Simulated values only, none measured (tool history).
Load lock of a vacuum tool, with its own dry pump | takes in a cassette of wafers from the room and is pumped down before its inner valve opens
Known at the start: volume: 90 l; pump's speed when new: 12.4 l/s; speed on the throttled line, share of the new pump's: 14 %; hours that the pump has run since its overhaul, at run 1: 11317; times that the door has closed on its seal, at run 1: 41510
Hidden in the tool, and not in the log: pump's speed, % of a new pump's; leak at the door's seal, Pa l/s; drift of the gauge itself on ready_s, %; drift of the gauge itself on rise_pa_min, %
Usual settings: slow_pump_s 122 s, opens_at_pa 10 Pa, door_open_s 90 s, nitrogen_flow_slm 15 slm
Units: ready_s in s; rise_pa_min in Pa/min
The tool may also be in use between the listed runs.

run	day	slow_pump_s	opens_at_pa	door_open_s	nitrogen_flow_slm	hours that the pump has run since its overhaul	times that the door has closed on its seal	incoming humidity of the room's air, %	ready_s	rise_pa_min
1	0	122	10	90	15	11317	41510	44.9	177.9	0.345
2	22.667	122	10	90	15	11861	43932	46.3	180.2	0.36
3	41.467	122	10	90	15	12312	45940	46.8	178.3	0.384
4	59.625	122	10	90	15	12748	47880	44.7	180	0.406
5	84.671	122	10	90	15	13349	50555	47.5	179.9	0.436
6	108.196	122	10	90	15	13913	53068	44	181.1	0.468
7	126.704	175	10	90	15	14358	55045	48	224.8	0.495
8	148.567	175	10	90	15	14882	57380	42.8	226.8	0.535
9	162.104	175	10	90	15	15207	58826	46.2	227.2	0.549
# day 163.35: door's seal changed, seat wiped
10	188.083	175	10	90	15	15829	2642	43.9	224.6	0.042
11	209.375	100	11	90	15	16340	4916	46.3	162.6	0.057
12	235.317	103	10	90	15	16963	7687	45.8	166.2	0.065
13	252.788	103	10	25	5	17382	9554	44.8	166.5	0.048
# day 277.433: dry pump taken out, an overhauled one fitted
14	281.458	122	10	90	14	97	12589	43.7	172.6	0.094
15	302.617	191	10	90	15	604	14849	44.2	230.9	0.095
16	316.304	191	10	90	15	933	16312	43.4	231.6	0.107
17	329.65	191	10	90	15	1253	17737	46	232.7	0.117

4 ways to go on from here, each from the tool as it stands after run 17. What would each give?
A	350.775	191	14	90	15	1760	19994	46.8	?	?
B	350.775	122	10	90	19	1760	19994	45.4	?	?
C	350.775	191	10	154	37	1760	19994	46.9	?	?
D	350.775	122	16	90	15	1760	19994	47.9	?	?

run	ready_s	rise_pa_min
A	229.2	0.125
B	172.1	0.129
C	232.4	0.128
D	168.2	0.131
Without the tool's hidden state the same runs would have given:
run	ready_s	rise_pa_min
A	229.2	0.033
B	172.1	0.034
C	232.3	0.035
D	168.1	0.039

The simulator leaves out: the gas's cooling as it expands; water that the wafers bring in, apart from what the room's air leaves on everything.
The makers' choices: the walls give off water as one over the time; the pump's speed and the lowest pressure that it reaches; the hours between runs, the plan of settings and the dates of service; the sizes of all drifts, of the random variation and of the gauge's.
